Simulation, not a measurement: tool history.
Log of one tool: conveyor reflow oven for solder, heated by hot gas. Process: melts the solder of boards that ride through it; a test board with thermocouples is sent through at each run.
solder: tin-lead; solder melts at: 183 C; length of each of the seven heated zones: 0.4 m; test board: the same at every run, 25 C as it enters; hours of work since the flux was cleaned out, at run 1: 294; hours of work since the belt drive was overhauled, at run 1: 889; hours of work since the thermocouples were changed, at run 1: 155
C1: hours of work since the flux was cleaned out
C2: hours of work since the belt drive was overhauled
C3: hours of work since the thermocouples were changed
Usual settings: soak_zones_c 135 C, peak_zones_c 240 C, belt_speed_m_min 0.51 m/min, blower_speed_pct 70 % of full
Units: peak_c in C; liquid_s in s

run 1 day=0 | soak_zones_c=135 peak_zones_c=240 belt_speed_m_min=0.51 blower_speed_pct=70 | C1=294 C2=889 C3=155 | peak_c=216.2 liquid_s=68.1
run 2 day=1.696 | soak_zones_c=135 peak_zones_c=240 belt_speed_m_min=0.51 blower_speed_pct=70 | C1=322 C2=918 C3=184 | peak_c=216 liquid_s=67.8
-- day=2.683 flux residue cleaned out of gas plates and filters
run 3 day=4.012 | soak_zones_c=135 peak_zones_c=240 belt_speed_m_min=0.51 blower_speed_pct=70 | C1=22 C2=954 C3=219 | peak_c=211.8 liquid_s=62.7
run 4 day=6.062 | soak_zones_c=135 peak_zones_c=240 belt_speed_m_min=0.607 blower_speed_pct=70 | C1=57 C2=988 C3=254 | peak_c=203.6 liquid_s=40.5
run 5 day=8.233 | soak_zones_c=135 peak_zones_c=240 belt_speed_m_min=0.51 blower_speed_pct=70 | C1=94 C2=1025 C3=291 | peak_c=211 liquid_s=61.2
run 6 day=10.688 | soak_zones_c=135 peak_zones_c=240 belt_speed_m_min=0.51 blower_speed_pct=70 | C1=135 C2=1067 C3=332 | peak_c=210.2 liquid_s=60.2
run 7 day=13.333 | soak_zones_c=135 peak_zones_c=240 belt_speed_m_min=0.502 blower_speed_pct=70 | C1=180 C2=1111 C3=377 | peak_c=209.8 liquid_s=60.7
run 8 day=14.858 | soak_zones_c=135 peak_zones_c=240 belt_speed_m_min=0.51 blower_speed_pct=70 | C1=206 C2=1137 C3=403 | peak_c=209.2 liquid_s=58.3
run 9 day=17.621 | soak_zones_c=135 peak_zones_c=240 belt_speed_m_min=0.51 blower_speed_pct=70 | C1=253 C2=1184 C3=450 | peak_c=208.4 liquid_s=58
run 10 day=20.55 | soak_zones_c=135 peak_zones_c=240 belt_speed_m_min=0.51 blower_speed_pct=70 | C1=302 C2=1233 C3=499 | peak_c=208.8 liquid_s=57.2
-- day=21.612 flux residue cleaned out of gas plates and filters, once more
run 11 day=24.517 | soak_zones_c=135 peak_zones_c=240 belt_speed_m_min=0.457 blower_speed_pct=70 | C1=49 C2=1297 C3=563 | peak_c=223.1 liquid_s=83.9
run 12 day=27.1 | soak_zones_c=135 peak_zones_c=240 belt_speed_m_min=0.457 blower_speed_pct=70 | C1=93 C2=1341 C3=607 | peak_c=221.3 liquid_s=84.1
run 13 day=30 | soak_zones_c=135 peak_zones_c=240 belt_speed_m_min=0.51 blower_speed_pct=70 | C1=142 C2=1390 C3=656 | peak_c=217.1 liquid_s=70.4
run 14 day=32.983 | soak_zones_c=135 peak_zones_c=240 belt_speed_m_min=0.51 blower_speed_pct=70 | C1=192 C2=1440 C3=706 | peak_c=216.7 liquid_s=69
-- day=34.375 belt drive overhauled, speed set with a stopwatch
run 15 day=36.196 | soak_zones_c=135 peak_zones_c=240 belt_speed_m_min=0.51 blower_speed_pct=70 | C1=244 C2=31 C3=758 | peak_c=214.5 liquid_s=66.2

Forecast run 16:
run 16 day=38.708 | soak_zones_c=135 peak_zones_c=229 belt_speed_m_min=0.51 blower_speed_pct=85 | C1=286 C2=73 C3=800 | peak_c=? liquid_s=?

Run 16 gave peak_c 210 C, liquid_s 61.7 s.
Without the tool's hidden state the same run would have given peak_c 215.9 C, liquid_s 68.9 s.

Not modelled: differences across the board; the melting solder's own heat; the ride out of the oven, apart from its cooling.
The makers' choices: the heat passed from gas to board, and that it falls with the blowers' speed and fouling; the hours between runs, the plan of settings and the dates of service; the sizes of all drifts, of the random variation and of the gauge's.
